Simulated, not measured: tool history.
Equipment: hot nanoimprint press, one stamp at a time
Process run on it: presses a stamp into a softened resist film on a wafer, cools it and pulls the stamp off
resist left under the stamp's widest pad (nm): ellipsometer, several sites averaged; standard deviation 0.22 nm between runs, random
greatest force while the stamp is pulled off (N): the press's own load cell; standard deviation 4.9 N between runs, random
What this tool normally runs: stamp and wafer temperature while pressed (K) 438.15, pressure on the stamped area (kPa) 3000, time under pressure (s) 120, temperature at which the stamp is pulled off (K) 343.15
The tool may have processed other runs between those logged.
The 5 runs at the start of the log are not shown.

run	hour	stamp and wafer temperature while pressed (K)	pressure on the stamped area (kPa)	time under pressure (s)	temperature at which the stamp is pulled off (K)	hours of work since the thermocouple was calibrated	imprints on the stamp's release coat	hours of work since the press's seals were changed	resist left under the stamp's widest pad (nm)	greatest force while the stamp is pulled off (N)
6	58.7	438.15	3000	120	343.15	241	267	124	100.9	235
7	67.8	438.15	3000	120	343.15	248	291	131	100.9	238
8	82.8	438.15	3000	120	343.15	259	332	142	100.5	247
9	92.9	438.15	3000	120	343.15	267	360	150	101.0	242
10	104.0	438.15	3000	120	343.15	275	390	159	101.0	238
11	114.3	438.15	3000	120	343.15	283	417	166	100.8	234
12	129.3	438.15	3000	120	343.15	295	458	178	100.8	244
13	137.4	438.15	3000	120	343.15	301	480	184	100.4	248
14	151.1	438.15	2130	120	343.15	311	517	194	120.8	241
15	162.9	438.15	2130	120	343.15	320	549	203	121.0	234
16	173.3	438.15	3000	181	329.15	328	577	211	86.7	299
17	183.2	438.15	3000	88	342.15	335	604	219	112.1	243
18	191.4	428.15	2100	207	342.15	342	626	225	160.6	249
19	200.7	428.15	1850	81	345.15	349	651	232	204.3	228
20	215.8	428.15	1850	81	329.15	360	692	243	203.7	308
21	228.5	438.15	3000	90	332.15	370	727	253	111.8	279
22	242.4	438.15	4070	61	346.15	380	764	264	108.4	219
23	249.2	438.15	4070	61	346.15	386	783	269	108.6	230
24	261.0	439.15	3000	119	343.15	394	815	278	96.4	237
25	270.4	439.15	3000	119	343.15	402	840	285	96.1	244
26	277.2	436.15	4520	200	343.15	407	859	290	73.3	235
27	290.4	427.15	1870	120	346.15	417	894	300	195.3	229
28	304.6	427.15	2270	73	346.15	428	933	311	202.4	227
29	314.4	447.15	2590	71	328.15	435	959	318	86.9	305
30	327.6	438.15	2620	206	338.15	445	995	328	89.2	259

Branching from run 30: 4 alternative next runs. What would each branch give?
A	342.9	438.15	4230	120	334.15	457	1037	340	?	?
B	342.9	438.15	2620	206	338.15	457	1037	340	?	?
C	342.9	438.15	2620	206	349.15	457	1037	340	?	?
D	342.9	434.15	2620	112	333.15	457	1037	340	?	?

run	resist left under the stamp's widest pad (nm)	greatest force while the stamp is pulled off (N)
A	83.7	287
B	89.5	262
C	89.1	214
D	133.2	285
The same runs, with their run-to-run variation unchanged, on a tool lacking any hidden condition would have given:
run	resist left under the stamp's widest pad (nm)	greatest force while the stamp is pulled off (N)
A	83.7	286
B	89.5	261
C	89.2	213
D	133.3	284
